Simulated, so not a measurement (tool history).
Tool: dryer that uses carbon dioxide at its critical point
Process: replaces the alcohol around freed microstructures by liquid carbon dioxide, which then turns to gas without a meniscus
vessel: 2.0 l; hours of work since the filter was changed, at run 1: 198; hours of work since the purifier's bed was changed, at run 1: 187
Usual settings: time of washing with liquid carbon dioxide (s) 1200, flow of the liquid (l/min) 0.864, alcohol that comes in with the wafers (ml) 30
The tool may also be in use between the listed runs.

| run | hour | time of washing with liquid carbon dioxide (s) | flow of the liquid (l/min) | alcohol that comes in with the wafers (ml) | hours of work since the filter was changed | hours of work since the purifier's bed was changed | alcohol left in the vessel before it's heated (ppm by volume) |
|---|---|---|---|---|---|---|---|
| 1 | 0 | 1200 | 0.864 | 30 | 198 | 187 | 90 |
| 2 | 9.5 | 1200 | 0.864 | 30 | 202 | 191 | 86 |
| 3 | 22 | 1200 | 0.864 | 34 | 208 | 197 | 102 |
| 4 | 38 | 1200 | 0.864 | 30 | 216 | 205 | 109 |
| 5 | 47.3 | 1200 | 0.864 | 30 | 221 | 210 | 100 |
| 6 | 61.1 | 1200 | 0.864 | 30 | 227 | 217 | 103 |
| 7 | 75.1 | 1200 | 0.864 | 30 | 234 | 223 | 117 |
| 8 | 83.3 | 1200 | 0.538 | 30 | 238 | 227 | 538 |
| 9 | 92 | 1200 | 0.864 | 120 | 242 | 232 | 251 |
| 10 | 104.6 | 1200 | 0.864 | 23 | 249 | 238 | 97 |
| 11 | 114.5 | 1200 | 0.864 | 23 | 253 | 243 | 93 |
| 12 | 130.5 | 1320 | 0.71 | 42 | 261 | 251 | 194 |
| 13 | 147.3 | 1800 | 1.402 | 84 | 269 | 259 | 68 |

The next listed run, before its measurement:
| 14 | 156.4 | 840 | 0.531 | 52 | 274 | 263 | ? |

alcohol left in the vessel before it's heated (ppm by volume): 2555
Without the tool's hidden state the same run would have given alcohol left in the vessel before it's heated (ppm by volume) 1659.
